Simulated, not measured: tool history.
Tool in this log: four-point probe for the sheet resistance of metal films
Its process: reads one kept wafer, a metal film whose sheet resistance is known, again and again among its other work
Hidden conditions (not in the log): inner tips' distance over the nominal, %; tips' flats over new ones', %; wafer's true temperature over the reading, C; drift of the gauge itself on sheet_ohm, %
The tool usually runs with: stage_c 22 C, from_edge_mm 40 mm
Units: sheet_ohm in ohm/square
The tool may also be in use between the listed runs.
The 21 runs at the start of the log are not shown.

run    hour  stage_c  from_edge_mm  touches since the probe head was changed  hours of work since the stage's thermometer was calibrated  sheet_ohm
 22  1744.5       33             5                                      3688                                                        1555   0.049303
 23  1865.3       33             5                                      6495                                                        1637   0.049275
 24  1970.8       24             6                                      8945                                                        1708   0.049376
 25  2047.3       24             6                                     10723                                                        1760   0.049385
 26  2100.3       24             6                                     11955                                                        1796   0.049391
     2110.2  -- stage's thermometer calibrated
 27  2151.5       24             6                                     13132                                                          28   0.049348
 28  2233.9       27             8                                     15047                                                          84   0.049176
 29  2330.6       27             8                                     17293                                                         149   0.049162
 30  2438.9       22             8                                     19809                                                         222   0.049280
 31  2520.9       26             8                                     21715                                                         277   0.049157
 32  2620.9       22            42                                     24039                                                         345   0.049132
     2695.7  -- stage's thermometer calibrated, once more
 33  2725.3       21            65                                     26451                                                          20   0.049197
 34  2795.0       21            65                                     28072                                                          67   0.049192
 35  2893.2       21            65                                     30354                                                         133   0.049186
 36  2977.1       30             4                                     32304                                                         190   0.049347
 37  3097.9       30             4                                     35108                                                         271   0.049311
 38  3211.3       21             7                                     37744                                                         348   0.049254

Branching from run 38: 4 alternative next runs. What would each branch give?
  A  3286.2       23            14                                     39484                                                         399          ?
  B  3286.2       25             6                                     39484                                                         399          ?
  C  3286.2       32             6                                     39484                                                         399          ?
  D  3286.2       20            10                                     39484                                                         399          ?

run  sheet_ohm
  A   0.049080
  B   0.049194
  C   0.049002
  D   0.049217
What these runs would have given with no unlogged condition in the tool:
run  sheet_ohm
  A   0.049120
  B   0.049234
  C   0.049041
  D   0.049257
